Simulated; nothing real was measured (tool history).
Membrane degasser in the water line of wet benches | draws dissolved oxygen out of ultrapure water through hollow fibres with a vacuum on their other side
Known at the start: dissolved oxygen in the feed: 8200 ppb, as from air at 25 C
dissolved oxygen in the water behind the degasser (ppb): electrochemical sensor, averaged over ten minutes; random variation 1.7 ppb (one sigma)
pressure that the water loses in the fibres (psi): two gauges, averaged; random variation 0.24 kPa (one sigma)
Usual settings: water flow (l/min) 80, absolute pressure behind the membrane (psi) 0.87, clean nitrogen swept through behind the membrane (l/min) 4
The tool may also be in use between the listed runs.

run     day  water flow (l/min)  absolute pressure behind the membrane (psi)  clean nitrogen swept through behind the membrane (l/min)  dissolved oxygen in the water behind the degasser (ppb)  pressure that the water loses in the fibres (psi)
  1       0                  80                                         0.87                                                         4                                                    195.9                                              9.905
  2   1.167                  80                                         0.87                                                         4                                                    199.6                                              9.932
  3   2.129                  80                                         0.87                                                         4                                                    199.5                                              9.822
  4   3.988                  80                                         0.87                                                         4                                                    197.8                                               9.85
  5   5.717                  80                                         0.87                                                         4                                                    196.8                                              9.929
  6   7.642                  80                                         0.87                                                         4                                                    195.8                                              9.864
  7   8.592                  80                                        1.482                                                         4                                                    368.4                                              9.899
  8  10.488                  80                                        1.482                                                         4                                                    378.7                                              9.971
  9  12.296                  80                                        1.482                                                         4                                                    373.4                                              9.937
 10   13.25                  80                                        1.482                                                      3.21                                                    442.2                                              9.854
 11  14.262                  80                                        1.482                                                      3.21                                                    437.5                                              9.979
 12  15.325                  80                                        1.482                                                      3.21                                                    437.8                                              9.909
 13  16.788                  80                                        1.482                                                      1.95                                                    621.4                                              9.897
 14  18.508                  80                                         0.87                                                         4                                                      200                                              9.921
 15  19.821                  80                                         0.87                                                         4                                                    197.9                                              9.864
 16  21.721                  80                                         0.87                                                         4                                                    201.3                                              9.855
 17  23.475                  76                                        0.706                                                      2.65                                                    170.9                                              9.398
 18  24.417                  76                                        0.706                                                      2.65                                                    171.8                                              9.393
 19   25.95                  96                                        0.706                                                     11.27                                                      167                                             11.942
 20  27.908                  96                                        0.706                                                     11.27                                                    166.9                                              11.95
 21  29.008                  96                                        0.706                                                     11.27                                                    163.8                                             11.892
 22  30.996                  96                                        0.706                                                     11.27                                                    164.3                                             11.884
 23  31.908                  88                                        0.828                                                     11.27                                                    143.3                                              10.86
 24  32.967                  88                                        0.828                                                     11.27                                                    147.3                                             10.949
 25  34.025                  88                                        0.892                                                     11.27                                                    154.7                                              10.93
 26  35.396                 113                                        0.892                                                     11.27                                                      281                                             14.006
 27  36.633                 113                                        0.892                                                     11.27                                                    281.4                                             14.124
 28  37.633                  57                                        0.892                                                     11.27                                                     54.5                                                7.1
 29  38.846                  80                                        2.055                                                      6.39                                                    379.4                                               9.96
 30  40.129                  80                                        0.663                                                      2.39                                                    161.4                                              9.955
 31  41.729                  80                                        1.005                                                      2.34                                                    324.3                                              9.964

Taken out of this log: 2 entries between the listed runs. Where each belongs, and how the hidden state differs across it:
Between runs 10 and 11: vacuum gauge calibrated (day 13.446)
  true pressure behind the membrane over the reading, kPa: 0.13 -> 0.17
  measured less the result without the state, dissolved oxygen in the water behind the degasser (ppb): +11.4 -> +13.4; pressure that the water loses in the fibres (psi): +0.146 -> +0.149
Between runs 18 and 19: vacuum gauge calibrated, once more (day 24.696)
  true pressure behind the membrane over the reading, kPa: 0.19 -> -0.04; air that leaks in behind the membrane, l/min: 0.0118 -> 0.0119
  measured less the result without the state, dissolved oxygen in the water behind the degasser (ppb): +15.9 -> +8.5; pressure that the water loses in the fibres (psi): +0.158 -> +0.205
